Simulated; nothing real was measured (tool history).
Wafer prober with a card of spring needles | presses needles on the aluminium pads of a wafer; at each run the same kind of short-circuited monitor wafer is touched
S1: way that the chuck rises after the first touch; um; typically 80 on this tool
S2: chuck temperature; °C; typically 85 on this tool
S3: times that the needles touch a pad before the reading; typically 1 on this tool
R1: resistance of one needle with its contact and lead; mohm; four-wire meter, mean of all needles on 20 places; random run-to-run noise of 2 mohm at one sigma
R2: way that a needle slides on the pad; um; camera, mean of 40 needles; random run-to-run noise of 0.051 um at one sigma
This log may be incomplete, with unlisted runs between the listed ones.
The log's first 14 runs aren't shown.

run	hour	S1	S2	S3	R1	R2
# hour 273.6: tips cleaned on abrasive film
# hour 286.0: tips cleaned on abrasive film
15	290.3	71	85	1	223	10.82
# hour 297.1: tips cleaned on abrasive film
# hour 308.6: tips cleaned on abrasive film
16	311.2	71	85	1	221	10.88
# hour 320.3: tips cleaned on abrasive film
# hour 331.6: tips cleaned on abrasive film
17	332.6	62	34	1	210	9.38
# hour 344.6: tips cleaned on abrasive film
18	346.1	62	34	1	214	9.46
# hour 356.5: tips cleaned on abrasive film
19	366.1	62	34	1	214	9.41
# hour 367.3: tips cleaned on abrasive film
# hour 379.2: tips cleaned on abrasive film
20	381.3	80	50	3	208	12.12
# hour 392.0: tips cleaned on abrasive film
21	398.6	70	64	1	218	10.73
# hour 404.4: tips cleaned on abrasive film
22	414.9	78	112	1	232	11.86
# hour 416.2: tips cleaned on abrasive film
# hour 427.3: tips cleaned on abrasive film
23	432.4	78	112	1	228	11.85
# hour 438.6: tips cleaned on abrasive film
# hour 450.0: tips cleaned on abrasive film
24	457.3	80	85	3	214	12.12
# hour 462.4: tips cleaned on abrasive film
# hour 473.6: tips cleaned on abrasive film
25	474.8	80	69	1	215	12.16
# hour 484.5: tips cleaned on abrasive film
26	487.2	80	69	1	219	12.12
# hour 495.4: tips cleaned on abrasive film
# hour 501.0: height of the first contact set anew
27	501.8	84	31	1	205	12.86
# hour 507.4: tips cleaned on abrasive film
# hour 518.8: tips cleaned on abrasive film
28	523.0	80	51	1	211	12.22
# hour 530.7: tips cleaned on abrasive film
29	535.8	80	51	1	214	12.16
# hour 542.6: tips cleaned on abrasive film
30	549.4	89	85	1	219	13.55
# hour 554.3: tips cleaned on abrasive film
# hour 567.0: tips cleaned on abrasive film
31	573.7	71	85	2	221	10.77

Branching from run 31: 4 alternative next runs. What would each branch give?
# hour 579.6: tips cleaned on abrasive film
A	584.8	66	85	1	?	?
# hour 579.6: tips cleaned on abrasive film
B	584.8	80	92	1	?	?
# hour 579.6: tips cleaned on abrasive film
C	584.8	93	85	1	?	?
# hour 579.6: tips cleaned on abrasive film
D	584.8	71	85	3	?	?

run	R1	R2
A	220	10.03
B	222	12.33
C	216	14.09
D	223	10.83
The same runs, with their run-to-run variation unchanged, on a tool lacking any hidden condition would have given:
run	R1	R2
A	220	10.04
B	222	12.34
C	216	14.10
D	222	10.84

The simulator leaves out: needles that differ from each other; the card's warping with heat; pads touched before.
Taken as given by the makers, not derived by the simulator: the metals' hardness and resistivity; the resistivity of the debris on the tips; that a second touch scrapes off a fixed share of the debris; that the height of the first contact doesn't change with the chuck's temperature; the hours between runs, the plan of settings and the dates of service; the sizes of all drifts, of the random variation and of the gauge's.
